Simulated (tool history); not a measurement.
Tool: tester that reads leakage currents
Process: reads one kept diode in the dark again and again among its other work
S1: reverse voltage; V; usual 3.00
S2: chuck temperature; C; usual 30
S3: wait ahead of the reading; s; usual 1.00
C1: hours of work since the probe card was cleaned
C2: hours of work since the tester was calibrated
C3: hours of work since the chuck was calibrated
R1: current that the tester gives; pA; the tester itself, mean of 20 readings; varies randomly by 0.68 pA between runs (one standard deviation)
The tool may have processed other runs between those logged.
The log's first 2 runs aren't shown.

Run 3, day 5.362: usual settings; C1 2469; C2 433; C3 160. Result: R1 225.49 pA.
Run 4, day 8.192: usual settings but S1 2.68 V; C1 2509; C2 474; C3 200. Result: R1 214.62 pA.
Run 5, day 10.892: usual settings but S1 2.68 V; C1 2548; C2 512; C3 239. Result: R1 214.67 pA.
Run 6, day 12.312: usual settings but S1 2.68 V; C1 2568; C2 533; C3 259. Result: R1 215.25 pA.
Run 7, day 13.992: usual settings but S1 2.68 V; C1 2592; C2 557; C3 283. Result: R1 215.86 pA.
Run 8, day 15.217: usual settings but S1 2.68 V; C1 2610; C2 574; C3 301. Result: R1 215.18 pA.
Run 9, day 16.550: usual settings but S1 5.27 V; C1 2629; C2 593; C3 320. Result: R1 291.08 pA.
Run 10, day 19.325: usual settings; C1 2669; C2 633; C3 360. Result: R1 225.59 pA.
Run 11, day 21.038: usual settings; C1 2693; C2 657; C3 384. Result: R1 225.99 pA.
Run 12, day 23.767: usual settings; C1 2732; C2 696; C3 423. Result: R1 226.83 pA.
Run 13, day 25.508: usual settings but S1 5.93 V; C1 2757; C2 721; C3 448. Result: R1 306.45 pA.
Run 14, day 26.825: usual settings but S3 9.71 s; C1 2776; C2 740; C3 467. Result: R1 225.06 pA.
Run 15, day 29.204: usual settings but S3 9.71 s; C1 2810; C2 774; C3 501. Result: R1 224.89 pA.
Run 16, day 31.558: usual settings but S3 5.55 s; C1 2844; C2 808; C3 535. Result: R1 225.58 pA.
Run 17, day 33.788: usual settings but S3 5.55 s; C1 2876; C2 840; C3 567. Result: R1 225.01 pA.
Run 18, day 35.921: usual settings but S3 5.55 s; C1 2906; C2 871; C3 597. Result: R1 225.23 pA.
Run 19, day 37.600: usual settings but S3 1.84 s; C1 2930; C2 895; C3 622. Result: R1 224.94 pA.
Run 20, day 39.750: usual settings but S2 52 C, S3 1.84 s; C1 2961; C2 925; C3 652. Result: R1 1323.02 pA.
Run 21, day 42.396: usual settings but S2 52 C, S3 1.84 s; C1 2999; C2 963; C3 690. Result: R1 1326.47 pA.
At day 42.962: probe card cleaned and baked.
Run 22, day 45.371: usual settings but S2 52 C, S3 1.84 s; C1 34; C2 1004; C3 731. Result: R1 1328.30 pA.
At day 46.267: chuck's temperature calibrated.
Run 23, day 46.917: usual settings but S2 52 C, S3 1.84 s; C1 55; C2 1025; C3 9. Result: R1 1327.97 pA.
Run 24, day 48.512: usual settings but S1 1.40 V, S2 43 C; C1 78; C2 1048; C3 32. Result: R1 469.08 pA.
Run 25, day 50.708: usual settings but S2 39 C, S3 2.83 s; C1 110; C2 1079; C3 64. Result: R1 477.35 pA.

Forecast run 26:
Run 26, day 52.496: usual settings but S3 5.01 s; C1 135; C2 1105; C3 89. Result: R1 ?.

R1: 224.72 pA
Were there no unlogged condition in the tool, this run, its random variation unchanged, would have produced R1 224.68 pA.
